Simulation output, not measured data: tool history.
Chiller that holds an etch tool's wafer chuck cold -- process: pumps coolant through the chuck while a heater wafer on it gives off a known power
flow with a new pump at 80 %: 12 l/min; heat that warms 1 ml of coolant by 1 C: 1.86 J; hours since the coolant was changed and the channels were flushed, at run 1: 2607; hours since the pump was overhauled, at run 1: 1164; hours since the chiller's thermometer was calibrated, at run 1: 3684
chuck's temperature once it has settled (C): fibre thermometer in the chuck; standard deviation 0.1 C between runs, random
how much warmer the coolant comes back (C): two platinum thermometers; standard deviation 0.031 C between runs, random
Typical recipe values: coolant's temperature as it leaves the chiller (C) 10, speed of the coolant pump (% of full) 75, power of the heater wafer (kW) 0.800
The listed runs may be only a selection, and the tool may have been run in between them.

run	hour	coolant's temperature as it leaves the chiller (C)	speed of the coolant pump (% of full)	power of the heater wafer (kW)	hours since the coolant was changed and the channels were flushed	hours since the pump was overhauled	hours since the chiller's thermometer was calibrated	chuck's temperature once it has settled (C)	how much warmer the coolant comes back (C)
1	0.0	10	75	0.800	2607	1164	3684	15.8	2.42
2	14.9	10	75	0.800	2622	1179	3699	15.8	2.40
3	31.2	10	75	0.800	2638	1196	3715	15.9	2.39
4	49.6	10	75	0.800	2657	1214	3734	15.9	2.40
5	77.6	10	82	0.800	2685	1242	3762	15.5	2.12
6	95.4	10	75	0.419	2703	1260	3779	13.2	1.29
7	125.3	10	75	0.419	2733	1290	3809	13.3	1.27
8	145.9	10	75	0.419	2753	1310	3830	13.2	1.28
9	171.2	10	84	0.800	2778	1336	3855	15.7	2.10
10	197.8	10	75	0.547	2805	1362	3882	14.0	1.62
11	224.4	10	75	0.547	2832	1389	3908	14.2	1.64
12	243.5	10	75	0.547	2851	1408	3927	14.1	1.58
13	257.1	10	75	0.800	2864	1422	3941	15.9	2.30
14	273.0	10	75	0.800	2880	1437	3957	16.0	2.39
15	294.8	10	75	0.800	2902	1459	3979	15.7	2.39
16	309.9	10	63	0.800	2917	1474	3994	16.6	2.93
17	323.5	10	63	0.800	2931	1488	4008	16.7	2.89
18	350.8	10	63	0.800	2958	1515	4035	16.6	2.90
19	366.8	18	67	0.953	2974	1531	4051	25.3	3.23
20	384.3	18	67	0.953	2992	1549	4068	25.5	3.23
21	411.9	12	95	0.712	3019	1576	4096	16.6	1.64
22	430.6	12	95	0.712	3038	1595	4115	16.5	1.58
23	446.5	14	72	0.712	3054	1611	4131	19.5	2.22
24	473.1	4	72	0.492	3080	1638	4157	7.8	1.51
25	502.9	4	72	0.492	3110	1667	4187	8.0	1.53
26	518.0	10	69	0.800	3125	1682	4202	16.0	2.63
27	545.0	14	68	0.800	3152	1709	4229	20.4	2.68
28	570.3	14	68	0.800	3178	1735	4254	20.4	2.65
29	600.2	14	68	0.800	3207	1765	4284	20.2	2.68
30	621.8	6	71	0.800	3229	1786	4306	12.2	2.54
31	635.9	6	71	0.800	3243	1800	4320	12.3	2.56

Branching from run 31: 4 alternative next runs. What would each branch give?
A	659.0	12	68	0.423	3266	1823	4343	?	?
B	659.0	17	75	1.030	3266	1823	4343	?	?
C	659.0	8	69	0.600	3266	1823	4343	?	?
D	659.0	1	71	0.741	3266	1823	4343	?	?

run	chuck's temperature once it has settled (C)	how much warmer the coolant comes back (C)
A	15.5	1.43
B	24.7	3.07
C	12.9	1.93
D	6.9	2.38
The same runs, with their run-to-run variation unchanged, on a tool lacking any hidden condition would have given:
run	chuck's temperature once it has settled (C)	how much warmer the coolant comes back (C)
A	15.0	1.37
B	23.9	2.95
C	12.3	1.86
D	6.2	2.29
